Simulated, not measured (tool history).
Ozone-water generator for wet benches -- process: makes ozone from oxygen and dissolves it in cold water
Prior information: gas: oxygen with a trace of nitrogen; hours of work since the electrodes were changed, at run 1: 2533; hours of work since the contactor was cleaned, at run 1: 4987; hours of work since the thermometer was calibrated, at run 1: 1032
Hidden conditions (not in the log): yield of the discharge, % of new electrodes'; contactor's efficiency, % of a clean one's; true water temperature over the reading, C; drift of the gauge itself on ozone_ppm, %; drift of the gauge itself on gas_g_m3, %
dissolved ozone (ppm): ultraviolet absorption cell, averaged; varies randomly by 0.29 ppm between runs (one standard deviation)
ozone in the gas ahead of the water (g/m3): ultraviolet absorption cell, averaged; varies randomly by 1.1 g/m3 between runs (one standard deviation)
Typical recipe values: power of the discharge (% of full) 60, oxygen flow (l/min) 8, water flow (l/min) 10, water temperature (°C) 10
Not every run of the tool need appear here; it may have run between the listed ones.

run	day	power of the discharge (% of full)	oxygen flow (l/min)	water flow (l/min)	water temperature (°C)	hours of work since the electrodes were changed	hours of work since the contactor was cleaned	hours of work since the thermometer was calibrated	dissolved ozone (ppm)	ozone in the gas ahead of the water (g/m3)
1	0	60	8	10	10	2533	4987	1032	42.1	187.1
2	4.846	60	8	10	10	2617	5070	1115	41.7	186.5
3	8.875	60	8	13	10	2686	5139	1184	35.3	185.1
4	11.121	70	8	10	10	2724	5178	1223	46.1	204.4
5	14.358	60	8	8	10	2780	5233	1279	47.3	186
6	18.279	60	8	8	10	2847	5300	1346	47.4	185.3
7	21.788	60	8	8	10	2907	5361	1406	47	185.3
8	25.475	60	8	8	10	2971	5424	1469	46.8	184.6
9	29.362	60	8	8	10	3037	5491	1536	46.4	183.5
10	31.629	60	8	8	10	3076	5530	1575	47.1	185.7
11	36.817	60	8	10	10	3165	5619	1664	41.4	183.9
12	41.421	60	8	9	10	3244	5698	1743	43.7	183.7
13	46.138	60	8	9	10	3325	5779	1824	43.8	183.2
14	49.712	60	9.53	10	10	3387	5840	1885	40.3	169.7
15	52.462	60	9.53	10	10	3434	5887	1932	39.9	170.3
16	57.204	58	8	10	5	3515	5968	2014	44.1	179.6
17	61.1	98	8	16	16	3582	6035	2081	34.3	247
18	66.529	41	6.94	14	6	3675	6128	2174	26.6	154.2
# day 67.017: contactor cleaned
19	72.133	41	6.94	14	6	3768	88	2267	26	155.1
20	76.183	41	6.94	14	6	3838	157	2337	26	155.3
21	81.175	78	8	8	10	3924	243	2422	53.1	210.7
22	86.462	60	9.08	7	12	4014	334	2513	44.8	172.6
23	90.125	75	8	10	7	4077	397	2576	47.5	205.7
24	93.238	45	4.61	10	10	4131	450	2629	33.1	193.5

Run 25 is up next; what results do you expect?
25	96.654	57	11.85	7	8	4189	509	2688	?	?

dissolved ozone (ppm): 45.1
ozone in the gas ahead of the water (g/m3): 146.2
Were there no unlogged condition in the tool, this run, its random variation unchanged, would have produced dissolved ozone (ppm) 51.5, ozone in the gas ahead of the water (g/m3) 157.4.
